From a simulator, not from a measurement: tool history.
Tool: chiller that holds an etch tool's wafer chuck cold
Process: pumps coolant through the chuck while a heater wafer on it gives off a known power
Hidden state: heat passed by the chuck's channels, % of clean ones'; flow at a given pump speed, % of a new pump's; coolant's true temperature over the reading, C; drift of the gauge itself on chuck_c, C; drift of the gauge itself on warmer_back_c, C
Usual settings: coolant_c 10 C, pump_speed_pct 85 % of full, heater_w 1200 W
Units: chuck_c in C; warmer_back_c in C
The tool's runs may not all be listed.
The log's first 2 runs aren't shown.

| run | hour | coolant_c | pump_speed_pct | heater_w | hours since the coolant was changed and the channels were flushed | hours since the pump was overhauled | hours since the chiller's thermometer was calibrated | chuck_c | warmer_back_c |
|---|---|---|---|---|---|---|---|---|---|
| 3 | 53.8 | 10 | 85 | 1200 | 3731 | 1493 | 2338 | 19.4 | 4.42 |
| 4 | 95.7 | 10 | 85 | 1200 | 3773 | 1535 | 2380 | 19.6 | 4.45 |
| 5 | 124.0 | 10 | 85 | 1200 | 3801 | 1563 | 2409 | 19.5 | 4.52 |
| 6 | 147.3 | 10 | 85 | 1200 | 3825 | 1586 | 2432 | 19.5 | 4.53 |
| 7 | 180.7 | 10 | 85 | 1200 | 3858 | 1620 | 2465 | 19.2 | 4.49 |
| 8 | 202.0 | 10 | 85 | 1200 | 3879 | 1641 | 2487 | 19.4 | 4.51 |
| 9 | 233.6 | 10 | 77 | 1200 | 3911 | 1672 | 2518 | 20.5 | 5.07 |
| 10 | 267.9 | 12 | 85 | 1200 | 3945 | 1707 | 2552 | 21.4 | 4.53 |
| 11 | 302.1 | 10 | 85 | 1200 | 3980 | 1741 | 2587 | 19.4 | 4.46 |
| 12 | 327.3 | 10 | 85 | 1200 | 4005 | 1766 | 2612 | 19.3 | 4.53 |
| 13 | 367.9 | 10 | 85 | 1200 | 4045 | 1807 | 2653 | 19.5 | 4.51 |
| 14 | 391.9 | 10 | 85 | 1200 | 4069 | 1831 | 2676 | 19.4 | 4.54 |
| 15 | 429.5 | 10 | 85 | 627 | 4107 | 1868 | 2714 | 15.0 | 2.40 |
| 16 | 461.5 | 10 | 85 | 1200 | 4139 | 1900 | 2746 | 19.4 | 4.57 |
| 17 | 486.7 | 1 | 86 | 1595 | 4164 | 1926 | 2771 | 13.5 | 5.99 |

The next listed run, before its measurement:
| 18 | 518.8 | 1 | 86 | 1595 | 4196 | 1958 | 2803 | ? | ? |

chuck_c: 13.6 C
warmer_back_c: 5.95 C
Without the tool's hidden state the same run would have given chuck_c 13.5 C, warmer_back_c 5.84 C.

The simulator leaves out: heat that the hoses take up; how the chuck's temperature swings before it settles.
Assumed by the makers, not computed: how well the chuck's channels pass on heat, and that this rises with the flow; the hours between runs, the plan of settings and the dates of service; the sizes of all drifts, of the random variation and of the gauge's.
